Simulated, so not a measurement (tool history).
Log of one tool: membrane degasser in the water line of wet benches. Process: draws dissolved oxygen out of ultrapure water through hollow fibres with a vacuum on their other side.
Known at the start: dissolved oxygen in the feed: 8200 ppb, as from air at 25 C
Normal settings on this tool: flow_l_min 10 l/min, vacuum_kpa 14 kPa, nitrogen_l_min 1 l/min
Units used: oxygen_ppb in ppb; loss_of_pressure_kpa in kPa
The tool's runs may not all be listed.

Run 1, hour 0: usual settings. Result: oxygen_ppb 265.4 ppb, loss_of_pressure_kpa 28.19 kPa.
Run 2, hour 29.6: usual settings. Result: oxygen_ppb 266.6 ppb, loss_of_pressure_kpa 28.14 kPa.
Run 3, hour 68.1: usual settings. Result: oxygen_ppb 261.2 ppb, loss_of_pressure_kpa 28.71 kPa.
Run 4, hour 111: usual settings. Result: oxygen_ppb 263.6 ppb, loss_of_pressure_kpa 28.05 kPa.
Run 5, hour 145: usual settings but flow_l_min 9 l/min. Result: oxygen_ppb 241 ppb, loss_of_pressure_kpa 25.4 kPa.
Run 6, hour 170.8: usual settings but flow_l_min 9 l/min, nitrogen_l_min 1.07 l/min. Result: oxygen_ppb 225.7 ppb, loss_of_pressure_kpa 25.49 kPa.
Run 7, hour 198.9: usual settings. Result: oxygen_ppb 265.4 ppb, loss_of_pressure_kpa 28.29 kPa.
Run 8, hour 239.5: usual settings. Result: oxygen_ppb 266.6 ppb, loss_of_pressure_kpa 28.31 kPa.
Run 9, hour 268.1: usual settings but vacuum_kpa 27.2 kPa. Result: oxygen_ppb 563.2 ppb, loss_of_pressure_kpa 28.44 kPa.
Run 10, hour 298.1: usual settings. Result: oxygen_ppb 265.3 ppb, loss_of_pressure_kpa 28.11 kPa.
Run 11, hour 333.1: usual settings. Result: oxygen_ppb 267.9 ppb, loss_of_pressure_kpa 28.7 kPa.
Run 12, hour 371.1: usual settings. Result: oxygen_ppb 263.7 ppb, loss_of_pressure_kpa 28.33 kPa.
Run 13, hour 411.6: usual settings but nitrogen_l_min 0.58 l/min. Result: oxygen_ppb 421.9 ppb, loss_of_pressure_kpa 28.27 kPa.
Run 14, hour 438: usual settings but vacuum_kpa 11.7 kPa, nitrogen_l_min 0.58 l/min. Result: oxygen_ppb 341 ppb, loss_of_pressure_kpa 28.31 kPa.
Run 15, hour 472: usual settings but vacuum_kpa 11.7 kPa, nitrogen_l_min 0.71 l/min. Result: oxygen_ppb 281.7 ppb, loss_of_pressure_kpa 28.27 kPa.
Run 16, hour 493.8: usual settings but vacuum_kpa 11.7 kPa, nitrogen_l_min 0.71 l/min. Result: oxygen_ppb 286.6 ppb, loss_of_pressure_kpa 28.28 kPa.
Run 17, hour 513.8: usual settings but flow_l_min 12 l/min, vacuum_kpa 21.1 kPa, nitrogen_l_min 0.69 l/min. Result: oxygen_ppb 674.6 ppb, loss_of_pressure_kpa 34.17 kPa.
Run 18, hour 554.5: usual settings but flow_l_min 12 l/min, vacuum_kpa 12.6 kPa, nitrogen_l_min 0.69 l/min. Result: oxygen_ppb 369 ppb, loss_of_pressure_kpa 34.17 kPa.
Run 19, hour 585.6: usual settings but flow_l_min 13 l/min, vacuum_kpa 19.3 kPa, nitrogen_l_min 1.48 l/min. Result: oxygen_ppb 341.4 ppb, loss_of_pressure_kpa 36.69 kPa.
Run 20, hour 624.4: usual settings but flow_l_min 13 l/min, vacuum_kpa 19.3 kPa, nitrogen_l_min 1.48 l/min. Result: oxygen_ppb 344.4 ppb, loss_of_pressure_kpa 36.76 kPa.
Run 21, hour 661.9: usual settings but flow_l_min 8 l/min, vacuum_kpa 27.8 kPa, nitrogen_l_min 0.66 l/min. Result: oxygen_ppb 687.4 ppb, loss_of_pressure_kpa 22.42 kPa.
Run 22, hour 693.4: usual settings but flow_l_min 8 l/min, vacuum_kpa 27.8 kPa, nitrogen_l_min 0.66 l/min. Result: oxygen_ppb 683.9 ppb, loss_of_pressure_kpa 22.57 kPa.
Run 23, hour 729.6: usual settings but flow_l_min 15 l/min, vacuum_kpa 30.6 kPa, nitrogen_l_min 1.91 l/min. Result: oxygen_ppb 510.7 ppb, loss_of_pressure_kpa 42.8 kPa.
Run 24, hour 764.9: usual settings but flow_l_min 15 l/min, vacuum_kpa 30.6 kPa, nitrogen_l_min 1.91 l/min. Result: oxygen_ppb 508.4 ppb, loss_of_pressure_kpa 43.09 kPa.
Run 25, hour 809.4: usual settings but flow_l_min 16 l/min, nitrogen_l_min 1.27 l/min. Result: oxygen_ppb 325.6 ppb, loss_of_pressure_kpa 45.55 kPa.
Run 26, hour 843.8: usual settings but vacuum_kpa 29.1 kPa, nitrogen_l_min 2.19 l/min. Result: oxygen_ppb 296.9 ppb, loss_of_pressure_kpa 28.4 kPa.
Run 27, hour 889.2: usual settings but flow_l_min 13 l/min, vacuum_kpa 13.4 kPa, nitrogen_l_min 2.45 l/min. Result: oxygen_ppb 139 ppb, loss_of_pressure_kpa 37.27 kPa.
At hour 903.2: vacuum gauge calibrated.
Run 28, hour 927.4: usual settings but flow_l_min 16 l/min, vacuum_kpa 32.3 kPa. Result: oxygen_ppb 991.1 ppb, loss_of_pressure_kpa 45.25 kPa.
Run 29, hour 962.4: usual settings but flow_l_min 9 l/min, vacuum_kpa 12.6 kPa, nitrogen_l_min 2.76 l/min. Result: oxygen_ppb 82.3 ppb, loss_of_pressure_kpa 25.76 kPa.
Run 30, hour 989.8: usual settings but vacuum_kpa 15.7 kPa. Result: oxygen_ppb 300.7 ppb, loss_of_pressure_kpa 28.49 kPa.
Run 31, hour 1031.8: usual settings but flow_l_min 7 l/min, vacuum_kpa 10.1 kPa, nitrogen_l_min 0.5 l/min. Result: oxygen_ppb 234.3 ppb, loss_of_pressure_kpa 19.7 kPa.

4 options for the next run, each taken on its own from the tool as it stands now. Forecast them:
Run A, hour 1051.8: usual settings but flow_l_min 11 l/min, nitrogen_l_min 1.71 l/min. Result: oxygen_ppb ?, loss_of_pressure_kpa ?.
Run B, hour 1051.8: usual settings but vacuum_kpa 27.9 kPa, nitrogen_l_min 2.61 l/min. Result: oxygen_ppb ?, loss_of_pressure_kpa ?.
Run C, hour 1051.8: usual settings but flow_l_min 15 l/min, nitrogen_l_min 2.63 l/min. Result: oxygen_ppb ?, loss_of_pressure_kpa ?.
Run D, hour 1051.8: usual settings but flow_l_min 7 l/min, vacuum_kpa 28.3 kPa, nitrogen_l_min 0.58 l/min. Result: oxygen_ppb ?, loss_of_pressure_kpa ?.

run  oxygen_ppb  loss_of_pressure_kpa
  A       178.3                 31.26
  B       241.6                 28.51
  C         158                 42.49
  D       712.6                 19.94
What these runs would have given with no unlogged condition in the tool:
run  oxygen_ppb  loss_of_pressure_kpa
  A       169.4                 31.01
  B       227.2                 28.28
  C         152                 42.15
  D       667.2                 19.79

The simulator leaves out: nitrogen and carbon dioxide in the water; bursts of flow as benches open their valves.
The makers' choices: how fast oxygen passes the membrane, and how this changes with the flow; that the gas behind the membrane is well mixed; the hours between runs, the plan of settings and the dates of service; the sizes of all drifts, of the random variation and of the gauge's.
